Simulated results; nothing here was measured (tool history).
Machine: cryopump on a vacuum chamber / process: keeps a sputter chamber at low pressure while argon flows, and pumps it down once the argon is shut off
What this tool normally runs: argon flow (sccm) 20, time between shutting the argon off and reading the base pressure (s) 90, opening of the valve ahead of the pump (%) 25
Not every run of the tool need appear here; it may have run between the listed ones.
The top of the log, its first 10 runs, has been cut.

run	hour	argon flow (sccm)	time between shutting the argon off and reading the base pressure (s)	opening of the valve ahead of the pump (%)	pressure while argon flows (Pa)	pressure after the wait (uPa)
11	190.8	20	90	25	0.0610	0.63
12	209.6	20	90	25	0.0620	0.68
13	228.3	20	90	25	0.0617	0.63
14	251.4	20	90	25	0.0623	0.70
15	270.7	20	90	46	0.0362	0.69
16	298.3	20	90	46	0.0362	0.74
17	311.7	20	90	40	0.0419	0.71
18	330.1	20	90	40	0.0414	0.68
19	347.2	16	222	42	0.0312	0.59
20	366.1	18	181	28	0.0513	0.64
21	392.6	16	277	17	0.0736	0.57
22	414.9	16	26	19	0.0658	1.42
23	436.6	38	90	25	0.1211	0.81
24	450.9	23	195	18	0.0983	0.73
25	467.0	23	195	18	0.0993	0.71
26	481.8	23	195	18	0.0998	0.76
27	498.0	15	90	52	0.0254	0.86
28	510.0	37	202	23	0.1286	0.77
# hour 528.2: pump warmed up, emptied and cooled again
29	536.5	12	24	24	0.0370	1.31
30	560.2	12	24	24	0.0367	1.42
31	581.1	30	192	15	0.1445	0.57
32	597.5	30	192	15	0.1430	0.58
33	611.0	26	43	15	0.1248	0.99
34	628.4	10	28	38	0.0197	1.22

3 options for the next run, each taken on its own from the tool as it stands now. Forecast them:
A	641.0	11	28	38	?	?
B	641.0	20	73	25	?	?
C	641.0	31	90	39	?	?

run	pressure while argon flows (Pa)	pressure after the wait (uPa)
A	0.0216	1.25
B	0.0587	0.77
C	0.0575	0.75
With the hidden condition removed and each run's random variation left untouched, the same runs would have given:
run	pressure while argon flows (Pa)	pressure after the wait (uPa)
A	0.0211	0.88
B	0.0579	0.41
C	0.0562	0.38
